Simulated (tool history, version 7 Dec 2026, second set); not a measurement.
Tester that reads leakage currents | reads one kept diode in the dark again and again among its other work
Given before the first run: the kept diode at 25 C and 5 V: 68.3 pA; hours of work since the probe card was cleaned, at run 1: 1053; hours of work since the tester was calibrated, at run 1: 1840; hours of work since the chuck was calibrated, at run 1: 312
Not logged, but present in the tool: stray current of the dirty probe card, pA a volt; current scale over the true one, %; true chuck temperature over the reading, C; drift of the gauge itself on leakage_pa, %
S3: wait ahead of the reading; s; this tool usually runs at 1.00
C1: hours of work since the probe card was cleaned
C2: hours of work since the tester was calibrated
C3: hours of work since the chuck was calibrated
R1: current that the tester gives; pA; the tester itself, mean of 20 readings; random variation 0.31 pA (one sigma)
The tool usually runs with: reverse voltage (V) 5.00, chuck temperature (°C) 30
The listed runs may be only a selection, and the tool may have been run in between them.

Run 1, hour 0.0: usual settings; C1 1053; C2 1840; C3 312. Result: R1 107.13 pA.
Run 2, hour 57.5: usual settings; C1 1098; C2 1885; C3 356. Result: R1 107.07 pA.
Run 3, hour 145.5: usual settings but reverse voltage (V) 2.43; C1 1165; C2 1952; C3 424. Result: R1 78.09 pA.
Run 4, hour 230.4: usual settings but reverse voltage (V) 2.43; C1 1231; C2 2018; C3 490. Result: R1 78.90 pA.
Run 5, hour 297.7: usual settings; C1 1283; C2 2070; C3 541. Result: R1 109.51 pA.
Run 6, hour 382.2: usual settings but chuck temperature (°C) 45; C1 1348; C2 2135; C3 607. Result: R1 315.81 pA.
Run 7, hour 448.1: usual settings but chuck temperature (°C) 45; C1 1399; C2 2186; C3 657. Result: R1 315.44 pA.
Run 8, hour 501.6: usual settings but chuck temperature (°C) 45; C1 1440; C2 2227; C3 699. Result: R1 317.23 pA.
Run 9, hour 571.8: usual settings but chuck temperature (°C) 45; C1 1494; C2 2281; C3 753. Result: R1 318.40 pA.
Run 10, hour 658.8: usual settings but chuck temperature (°C) 45; C1 1561; C2 2348; C3 820. Result: R1 317.01 pA.
Run 11, hour 707.9: usual settings but chuck temperature (°C) 45; C1 1599; C2 2386; C3 858. Result: R1 321.13 pA.
Run 12, hour 802.7: usual settings but chuck temperature (°C) 45; C1 1672; C2 2459; C3 931. Result: R1 321.63 pA.
Run 13, hour 864.2: usual settings but chuck temperature (°C) 31; C1 1719; C2 2506; C3 978. Result: R1 122.55 pA.
Run 14, hour 918.5: usual settings; C1 1761; C2 2548; C3 1020. Result: R1 115.40 pA.
Run 15, hour 995.5: usual settings but S3 0.64 s; C1 1821; C2 2608; C3 1079. Result: R1 115.74 pA.
Run 16, hour 1075.6: usual settings; C1 1882; C2 2669; C3 1141. Result: R1 115.51 pA.
Run 17, hour 1116.1: usual settings; C1 1914; C2 2701; C3 1172. Result: R1 116.37 pA.
Run 18, hour 1165.3: usual settings but reverse voltage (V) 9.00; C1 1951; C2 2738; C3 1210. Result: R1 152.50 pA.
Run 19, hour 1222.6: usual settings; C1 1996; C2 2783; C3 1254. Result: R1 116.70 pA.
Run 20, hour 1269.5: usual settings; C1 2032; C2 2819; C3 1290. Result: R1 117.90 pA.
Run 21, hour 1322.9: usual settings but chuck temperature (°C) 22, S3 7.15 s; C1 2073; C2 2860; C3 1332. Result: R1 65.70 pA.
Run 22, hour 1368.9: usual settings but chuck temperature (°C) 22, S3 7.15 s; C1 2108; C2 2895; C3 1367. Result: R1 65.58 pA.
Run 23, hour 1412.2: usual settings but chuck temperature (°C) 22, S3 7.15 s; C1 2142; C2 2929; C3 1400. Result: R1 66.39 pA.
Run 24, hour 1496.4: usual settings but chuck temperature (°C) 22, S3 7.15 s; C1 2207; C2 2994; C3 1465. Result: R1 66.72 pA.
At hour 1536.8: chuck's temperature calibrated.
Run 25, hour 1537.0: usual settings but chuck temperature (°C) 22, S3 7.15 s; C1 2236; C2 3023; C3 0. Result: R1 59.33 pA.
Run 26, hour 1612.9: usual settings but S3 1.12 s; C1 2295; C2 3082; C3 59. Result: R1 106.07 pA.
Run 27, hour 1675.8: usual settings but S3 1.12 s; C1 2343; C2 3130; C3 107. Result: R1 107.05 pA.
Run 28, hour 1725.3: usual settings but S3 1.12 s; C1 2382; C2 3169; C3 145. Result: R1 108.13 pA.
Run 29, hour 1813.2: usual settings but S3 1.12 s; C1 2449; C2 3236; C3 213. Result: R1 107.95 pA.
Run 30, hour 1905.7: usual settings but reverse voltage (V) 1.83, chuck temperature (°C) 27, S3 3.25 s; C1 2521; C2 3308; C3 284. Result: R1 55.05 pA.
Run 31, hour 1950.3: usual settings but reverse voltage (V) 1.20, chuck temperature (°C) 42, S3 0.48 s; C1 2555; C2 3342; C3 319. Result: R1 135.68 pA.
Run 32, hour 1994.2: usual settings but reverse voltage (V) 1.20, chuck temperature (°C) 42, S3 0.48 s; C1 2589; C2 3376; C3 353. Result: R1 135.50 pA.
Run 33, hour 2037.3: usual settings but reverse voltage (V) 2.02, S3 0.57 s; C1 2622; C2 3409; C3 386. Result: R1 72.82 pA.
Run 34, hour 2112.7: usual settings but S3 0.36 s; C1 2680; C2 3467; C3 444. Result: R1 112.24 pA.
At hour 2174.8: probe card cleaned and baked.
Run 35, hour 2174.8: usual settings but reverse voltage (V) 1.34, chuck temperature (°C) 26, S3 3.12 s; C1 0; C2 3513; C3 489. Result: R1 43.61 pA.
Run 36, hour 2269.4: usual settings but reverse voltage (V) 9.39, chuck temperature (°C) 26, S3 3.21 s; C1 73; C2 3586; C3 562. Result: R1 101.35 pA.
Run 37, hour 2348.5: usual settings but reverse voltage (V) 9.39, chuck temperature (°C) 26, S3 3.21 s; C1 134; C2 3647; C3 623. Result: R1 102.26 pA.
Run 38, hour 2403.4: usual settings but S3 7.47 s; C1 176; C2 3689; C3 666. Result: R1 106.08 pA.
Run 39, hour 2459.9: usual settings but S3 7.47 s; C1 220; C2 3732; C3 709. Result: R1 106.25 pA.
Run 40, hour 2543.4: usual settings but reverse voltage (V) 6.29, chuck temperature (°C) 39, S3 1.07 s; C1 284; C2 3797; C3 773. Result: R1 228.00 pA.

Some steps in R1 between neighbouring runs. How much of each would the tool show without its hidden state too (settings, what came in, random variation), and how much is left for the hidden state, with any gauge scatter that isn't in both results?
Run 5 -> 6: chuck temperature (°C) 30 -> 45. R1 +206.30 pA: hidden state +10.40, all else +195.90.
Run 12 -> 13: chuck temperature (°C) 45 -> 31. R1 -199.08 pA: hidden state -13.00, all else -186.08.
Run 34 -> 35: reverse voltage (V) 5.00 -> 1.34, chuck temperature (°C) 30 -> 26, S3 0.36 -> 3.12, probe card cleaned and baked. R1 -68.63 pA: hidden state -7.93, all else -60.70.
Run 39 -> 40: reverse voltage (V) 5.00 -> 6.29, chuck temperature (°C) 30 -> 39, S3 7.47 -> 1.07. R1 +121.75 pA: hidden state +6.93, all else +114.82.

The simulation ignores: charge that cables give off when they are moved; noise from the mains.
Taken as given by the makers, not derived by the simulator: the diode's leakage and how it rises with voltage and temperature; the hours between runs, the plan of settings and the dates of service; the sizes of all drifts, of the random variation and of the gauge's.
